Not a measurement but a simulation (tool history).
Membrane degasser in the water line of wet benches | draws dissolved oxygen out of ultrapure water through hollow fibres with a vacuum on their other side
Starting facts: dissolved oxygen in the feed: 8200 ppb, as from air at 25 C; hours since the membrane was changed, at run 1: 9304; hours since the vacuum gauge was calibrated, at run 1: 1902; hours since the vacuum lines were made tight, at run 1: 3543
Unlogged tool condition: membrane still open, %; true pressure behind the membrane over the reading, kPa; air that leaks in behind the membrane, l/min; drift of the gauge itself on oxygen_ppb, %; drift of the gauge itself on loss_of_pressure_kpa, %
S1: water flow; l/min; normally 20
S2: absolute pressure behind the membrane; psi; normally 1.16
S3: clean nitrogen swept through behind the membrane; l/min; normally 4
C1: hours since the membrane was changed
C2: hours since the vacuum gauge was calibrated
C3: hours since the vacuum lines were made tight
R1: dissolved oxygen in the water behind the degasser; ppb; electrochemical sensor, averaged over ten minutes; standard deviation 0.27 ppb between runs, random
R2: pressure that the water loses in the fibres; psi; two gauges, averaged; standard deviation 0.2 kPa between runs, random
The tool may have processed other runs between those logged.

{"run": 1, "day": 0.0, "S1": 20, "S2": 1.16, "S3": 4, "C1": 9304, "C2": 1902, "C3": 3543, "R1": 60.3, "R2": 6.535}
{"run": 2, "day": 8.462, "S1": 20, "S2": 1.16, "S3": 4, "C1": 9507, "C2": 2105, "C3": 3746, "R1": 60.2, "R2": 6.515}
{"run": 3, "day": 13.85, "S1": 20, "S2": 1.16, "S3": 4, "C1": 9636, "C2": 2234, "C3": 3875, "R1": 60, "R2": 6.519}
{"run": 4, "day": 18.088, "S1": 15, "S2": 1.16, "S3": 4, "C1": 9738, "C2": 2336, "C3": 3977, "R1": 44.9, "R2": 4.882}
{"run": 5, "day": 27.717, "S1": 13, "S2": 1.16, "S3": 4, "C1": 9969, "C2": 2567, "C3": 4208, "R1": 38.7, "R2": 4.222}
{"run": 6, "day": 35.629, "S1": 25, "S2": 1.16, "S3": 4, "C1": 10159, "C2": 2757, "C3": 4398, "R1": 76, "R2": 8.187}
{"run": 7, "day": 41.154, "S1": 20, "S2": 1.16, "S3": 4, "C1": 10292, "C2": 2889, "C3": 4531, "R1": 59.8, "R2": 6.563}
{"run": 8, "day": 51.442, "S1": 17, "S2": 1.907, "S3": 4, "C1": 10539, "C2": 3136, "C3": 4777, "R1": 103.3, "R2": 5.527}
{"run": 9, "day": 59.821, "S1": 17, "S2": 1.907, "S3": 4, "C1": 10740, "C2": 3337, "C3": 4979, "R1": 102.8, "R2": 5.558}
{"run": 10, "day": 66.188, "S1": 17, "S2": 2.464, "S3": 4, "C1": 10892, "C2": 3490, "C3": 5131, "R1": 142.7, "R2": 5.559}
{"run": 11, "day": 71.071, "S1": 17, "S2": 0.703, "S3": 8.98, "C1": 11010, "C2": 3608, "C3": 5249, "R1": 8.7, "R2": 5.536}
{"run": 12, "day": 77.921, "S1": 20, "S2": 2.422, "S3": 5.5, "C1": 11174, "C2": 3772, "C3": 5413, "R1": 120.9, "R2": 6.551}
{"run": 13, "day": 88.283, "S1": 20, "S2": 2.106, "S3": 6.59, "C1": 11423, "C2": 4021, "C3": 5662, "R1": 86.3, "R2": 6.595}

5 options for the next run, each taken on its own from the tool as it stands now. Forecast them:
{"run": "A", "day": 98.338, "S1": 20, "S2": 0.95, "S3": 5.47, "C1": 11664, "C2": 4262, "C3": 5903, "R1": "?", "R2": "?"}
{"run": "B", "day": 98.338, "S1": 24, "S2": 2.106, "S3": 11.57, "C1": 11664, "C2": 4262, "C3": 5903, "R1": "?", "R2": "?"}
{"run": "C", "day": 98.338, "S1": 20, "S2": 2.287, "S3": 6.59, "C1": 11664, "C2": 4262, "C3": 5903, "R1": "?", "R2": "?"}
{"run": "D", "day": 98.338, "S1": 27, "S2": 2.106, "S3": 9.5, "C1": 11664, "C2": 4262, "C3": 5903, "R1": "?", "R2": "?"}
{"run": "E", "day": 98.338, "S1": 24, "S2": 1.289, "S3": 6.59, "C1": 11664, "C2": 4262, "C3": 5903, "R1": "?", "R2": "?"}

run=A R1=31.7 R2=6.551
run=B R1=61.2 R2=7.832
run=C R1=94.7 R2=6.488
run=D R1=83.7 R2=8.805
run=E R1=54.1 R2=7.871
The same runs, with their run-to-run variation unchanged, on a tool lacking any hidden condition would have given:
run=A R1=31.7 R2=6.543
run=B R1=61.1 R2=7.822
run=C R1=94.6 R2=6.479
run=D R1=83.6 R2=8.794
run=E R1=54 R2=7.861

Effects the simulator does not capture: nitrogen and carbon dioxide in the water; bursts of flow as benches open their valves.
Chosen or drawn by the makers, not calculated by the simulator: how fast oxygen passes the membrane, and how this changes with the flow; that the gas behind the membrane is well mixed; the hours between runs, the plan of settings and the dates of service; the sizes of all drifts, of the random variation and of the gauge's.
